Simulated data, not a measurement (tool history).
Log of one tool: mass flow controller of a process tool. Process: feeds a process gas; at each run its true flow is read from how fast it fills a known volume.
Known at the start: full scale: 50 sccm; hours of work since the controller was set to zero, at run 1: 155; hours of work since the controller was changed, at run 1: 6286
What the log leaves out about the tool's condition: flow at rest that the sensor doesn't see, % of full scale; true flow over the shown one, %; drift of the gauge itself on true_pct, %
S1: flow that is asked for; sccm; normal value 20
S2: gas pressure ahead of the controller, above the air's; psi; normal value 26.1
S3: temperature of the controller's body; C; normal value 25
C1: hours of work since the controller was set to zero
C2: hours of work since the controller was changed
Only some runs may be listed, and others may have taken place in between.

{"run": 1, "hour": 0.0, "S1": 20, "S2": 26.1, "S3": 25, "C1": 155, "C2": 6286, "true flow (%)": 98.71}
{"run": 2, "hour": 217.7, "S1": 20, "S2": 26.1, "S3": 25, "C1": 299, "C2": 6431, "true flow (%)": 98.82}
{"run": 3, "hour": 420.2, "S1": 20, "S2": 26.1, "S3": 25, "C1": 433, "C2": 6565, "true flow (%)": 98.69}
{"run": 4, "hour": 569.3, "S1": 20, "S2": 26.1, "S3": 25, "C1": 532, "C2": 6664, "true flow (%)": 98.71}
{"run": 5, "hour": 835.3, "S1": 20, "S2": 26.1, "S3": 25, "C1": 709, "C2": 6841, "true flow (%)": 98.57}
{"run": 6, "hour": 1105.0, "S1": 20, "S2": 26.1, "S3": 25, "C1": 888, "C2": 7020, "true flow (%)": 98.58}
{"run": 7, "hour": 1347.1, "S1": 20, "S2": 26.1, "S3": 25, "C1": 1048, "C2": 7180, "true flow (%)": 98.74}
{"run": 8, "hour": 1539.6, "S1": 20, "S2": 26.1, "S3": 25, "C1": 1176, "C2": 7308, "true flow (%)": 98.63}
{"run": 9, "hour": 1726.0, "S1": 20, "S2": 26.1, "S3": 25, "C1": 1300, "C2": 7432, "true flow (%)": 98.69}
{"run": 10, "hour": 1965.3, "S1": 20, "S2": 26.1, "S3": 25, "C1": 1459, "C2": 7591, "true flow (%)": 98.77}
{"run": 11, "hour": 2176.4, "S1": 39, "S2": 26.1, "S3": 25, "C1": 1599, "C2": 7731, "true flow (%)": 99.62}
{"run": 12, "hour": 2310.7, "S1": 20, "S2": 26.1, "S3": 25, "C1": 1688, "C2": 7820, "true flow (%)": 98.8}
{"run": 13, "hour": 2586.2, "S1": 20, "S2": 26.1, "S3": 25, "C1": 1871, "C2": 8002, "true flow (%)": 98.68}
{"run": 14, "hour": 2785.5, "S1": 20, "S2": 26.1, "S3": 25, "C1": 2003, "C2": 8135, "true flow (%)": 98.71}
{"run": 15, "hour": 3015.5, "S1": 20, "S2": 26.1, "S3": 25, "C1": 2155, "C2": 8287, "true flow (%)": 98.6}
{"run": 16, "hour": 3274.0, "S1": 20, "S2": 26.1, "S3": 25, "C1": 2327, "C2": 8459, "true flow (%)": 98.62}
{"run": 17, "hour": 3497.5, "S1": 20, "S2": 26.1, "S3": 25, "C1": 2475, "C2": 8607, "true flow (%)": 98.61}
{"run": 18, "hour": 3641.2, "S1": 20, "S2": 26.1, "S3": 25, "C1": 2571, "C2": 8703, "true flow (%)": 98.87}
{"run": 19, "hour": 3880.1, "S1": 20, "S2": 26.1, "S3": 25, "C1": 2729, "C2": 8861, "true flow (%)": 98.53}
{"run": 20, "hour": 4054.9, "S1": 20, "S2": 26.1, "S3": 25, "C1": 2845, "C2": 8977, "true flow (%)": 98.66}
{"run": 21, "hour": 4225.7, "S1": 20, "S2": 26.1, "S3": 25, "C1": 2958, "C2": 9090, "true flow (%)": 98.63}
{"run": 22, "hour": 4405.9, "S1": 20, "S2": 26.1, "S3": 25, "C1": 3078, "C2": 9210, "true flow (%)": 98.58}
{"run": 23, "hour": 4674.3, "S1": 20, "S2": 26.1, "S3": 25, "C1": 3256, "C2": 9388, "true flow (%)": 98.71}
{"run": 24, "hour": 4893.7, "S1": 20, "S2": 26.1, "S3": 25, "C1": 3402, "C2": 9534, "true flow (%)": 98.82}

Run 25 is up next; what results do you expect?
{"run": 25, "hour": 5022.8, "S1": 20, "S2": 26.1, "S3": 25, "C1": 3487, "C2": 9619, "true flow (%)": "?"}

Run 25 gave true flow (%) 98.72.
With the hidden condition absent and the run-to-run variation left alone, this run would have shown true flow (%) 98.72.

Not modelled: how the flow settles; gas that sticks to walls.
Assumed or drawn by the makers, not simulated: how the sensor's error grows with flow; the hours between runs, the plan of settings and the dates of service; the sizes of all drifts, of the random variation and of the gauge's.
